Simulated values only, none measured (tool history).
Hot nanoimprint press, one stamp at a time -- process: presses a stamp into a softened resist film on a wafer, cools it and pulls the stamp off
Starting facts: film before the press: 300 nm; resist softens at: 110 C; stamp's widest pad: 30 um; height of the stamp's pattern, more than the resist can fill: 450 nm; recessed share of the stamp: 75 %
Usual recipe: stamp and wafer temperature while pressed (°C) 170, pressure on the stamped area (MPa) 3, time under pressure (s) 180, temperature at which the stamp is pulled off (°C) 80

run	day	stamp and wafer temperature while pressed (°C)	pressure on the stamped area (MPa)	time under pressure (s)	temperature at which the stamp is pulled off (°C)	resist left under the stamp's widest pad (angstrom)	greatest force while the stamp is pulled off (N)
1	0	170	3	180	80	1120	103
2	0.65	170	3	180	80	1117	111
3	1.008	170	3	180	80	1123	107
4	1.512	165	3	180	80	1338	106
5	2.233	165	3	180	80	1346	110
6	2.65	173	3	180	80	1003	111
7	3.15	170	3	261	80	948	110
8	3.554	170	3	261	80	965	106
9	4.183	170	3	261	80	949	105
10	4.783	170	3	261	80	946	109
11	5.462	170	3	261	80	953	108
12	6.179	170	4.77	261	80	765	108
13	6.742	170	4.77	261	80	764	106
14	7.392	170	4.77	261	80	764	110
15	8.029	170	4.77	261	80	766	107
16	8.692	161	4.77	94	69	1637	130
17	9.15	161	4.77	94	69	1634	132
18	9.646	158	4.77	94	82	1812	103
19	9.942	158	4.77	94	82	1816	103
20	10.433	166	4.18	114	86	1337	98
21	10.871	181	4.18	114	86	799	98
22	11.412	170	3.5	217	85	958	100
23	11.925	168	3.6	323	67	865	137
24	12.488	168	3.6	323	67	862	134
25	13.025	163	2.34	142	80	1729	105
26	13.708	173	2.72	142	88	1151	91
27	14.133	182	3	221	81	677	103

For run 28, what comes out?
28	14.825	178	3	180	80	?	?

Run 28 came out at resist left under the stamp's widest pad (angstrom) 839, greatest force while the stamp is pulled off (N) 111.
Had the tool carried no hidden state, the very same run would have given resist left under the stamp's widest pad (angstrom) 838, greatest force while the stamp is pulled off (N) 110.
